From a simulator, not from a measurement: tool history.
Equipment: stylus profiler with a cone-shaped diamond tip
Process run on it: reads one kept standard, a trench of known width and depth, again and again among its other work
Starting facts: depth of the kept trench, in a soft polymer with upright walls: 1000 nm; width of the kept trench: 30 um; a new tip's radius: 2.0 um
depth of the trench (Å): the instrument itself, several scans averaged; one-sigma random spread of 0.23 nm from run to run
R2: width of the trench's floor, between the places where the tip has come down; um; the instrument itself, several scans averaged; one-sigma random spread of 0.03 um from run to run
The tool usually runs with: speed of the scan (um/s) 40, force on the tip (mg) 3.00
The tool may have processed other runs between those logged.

{"run": 1, "day": 0.0, "speed of the scan (um/s)": 40, "force on the tip (mg)": 3.0, "depth of the trench (Å)": 10105.4, "R2": 26.31}
{"run": 2, "day": 1.254, "speed of the scan (um/s)": 40, "force on the tip (mg)": 1.3, "depth of the trench (Å)": 10064.4, "R2": 26.26}
{"run": 3, "day": 2.325, "speed of the scan (um/s)": 40, "force on the tip (mg)": 3.78, "depth of the trench (Å)": 10131.9, "R2": 26.3}
{"run": 4, "day": 3.242, "speed of the scan (um/s)": 40, "force on the tip (mg)": 3.0, "depth of the trench (Å)": 10109.0, "R2": 26.31}
{"run": 5, "day": 4.45, "speed of the scan (um/s)": 40, "force on the tip (mg)": 3.0, "depth of the trench (Å)": 10113.4, "R2": 26.3}
{"run": 6, "day": 5.079, "speed of the scan (um/s)": 40, "force on the tip (mg)": 3.0, "depth of the trench (Å)": 10111.8, "R2": 26.27}
{"run": 7, "day": 5.796, "speed of the scan (um/s)": 59, "force on the tip (mg)": 3.0, "depth of the trench (Å)": 10115.8, "R2": 26.23}
{"run": 8, "day": 7.104, "speed of the scan (um/s)": 59, "force on the tip (mg)": 3.0, "depth of the trench (Å)": 10116.7, "R2": 26.28}
{"run": 9, "day": 8.071, "speed of the scan (um/s)": 59, "force on the tip (mg)": 3.0, "depth of the trench (Å)": 10115.6, "R2": 26.24}
{"run": 10, "day": 9.338, "speed of the scan (um/s)": 59, "force on the tip (mg)": 3.0, "depth of the trench (Å)": 10114.4, "R2": 26.29}
{"run": 11, "day": 10.138, "speed of the scan (um/s)": 59, "force on the tip (mg)": 8.74, "depth of the trench (Å)": 10227.2, "R2": 26.33}
{"run": 12, "day": 10.9, "speed of the scan (um/s)": 59, "force on the tip (mg)": 8.74, "depth of the trench (Å)": 10225.5, "R2": 26.37}
{"run": 13, "day": 12.05, "speed of the scan (um/s)": 155, "force on the tip (mg)": 3.0, "depth of the trench (Å)": 10114.6, "R2": 25.87}
{"run": 14, "day": 12.854, "speed of the scan (um/s)": 32, "force on the tip (mg)": 1.1, "depth of the trench (Å)": 10063.6, "R2": 26.24}
{"run": 15, "day": 13.579, "speed of the scan (um/s)": 138, "force on the tip (mg)": 3.63, "depth of the trench (Å)": 10134.7, "R2": 26.01}
{"run": 16, "day": 14.408, "speed of the scan (um/s)": 73, "force on the tip (mg)": 2.44, "depth of the trench (Å)": 10102.1, "R2": 26.21}
{"run": 17, "day": 15.617, "speed of the scan (um/s)": 14, "force on the tip (mg)": 2.08, "depth of the trench (Å)": 10095.2, "R2": 26.4}
{"run": 18, "day": 16.921, "speed of the scan (um/s)": 14, "force on the tip (mg)": 2.08, "depth of the trench (Å)": 10092.7, "R2": 26.42}
{"run": 19, "day": 18.125, "speed of the scan (um/s)": 10, "force on the tip (mg)": 7.87, "depth of the trench (Å)": 10217.1, "R2": 26.37}
{"run": 20, "day": 19.038, "speed of the scan (um/s)": 11, "force on the tip (mg)": 1.59, "depth of the trench (Å)": 10082.0, "R2": 26.34}
{"run": 21, "day": 19.962, "speed of the scan (um/s)": 40, "force on the tip (mg)": 2.86, "depth of the trench (Å)": 10115.0, "R2": 26.23}
{"run": 22, "day": 20.633, "speed of the scan (um/s)": 40, "force on the tip (mg)": 2.86, "depth of the trench (Å)": 10120.5, "R2": 26.21}
{"run": 23, "day": 22.162, "speed of the scan (um/s)": 40, "force on the tip (mg)": 2.86, "depth of the trench (Å)": 10115.8, "R2": 26.27}
{"run": 24, "day": 23.204, "speed of the scan (um/s)": 40, "force on the tip (mg)": 2.86, "depth of the trench (Å)": 10119.5, "R2": 26.27}
{"run": 25, "day": 24.458, "speed of the scan (um/s)": 40, "force on the tip (mg)": 2.86, "depth of the trench (Å)": 10120.9, "R2": 26.16}

For some of the steps in depth of the trench (Å) from one run to the next: how much would appear even if the tool had no hidden state, given the settings, what came in and random variation, and how much remains for the hidden state plus any gauge scatter that the measured result and the result without hidden state don't share?
The hidden state here: radius of the tip, um; height scale over the true one, %; drift of the gauge itself on depth_nm, %; drift of the gauge itself on floor_um, %.
Run 9 -> 10: nothing adjusted, nothing logged. depth of the trench (Å) -1.2: hidden state +0.7, all else -1.9.
Run 18 -> 19: speed of the scan (um/s) 14 -> 10, force on the tip (mg) 2.08 -> 7.87. depth of the trench (Å) +124.4: hidden state +0.8, all else +123.6.
Run 19 -> 20: speed of the scan (um/s) 10 -> 11, force on the tip (mg) 7.87 -> 1.59. depth of the trench (Å) -135.1: hidden state +0.2, all else -135.3.
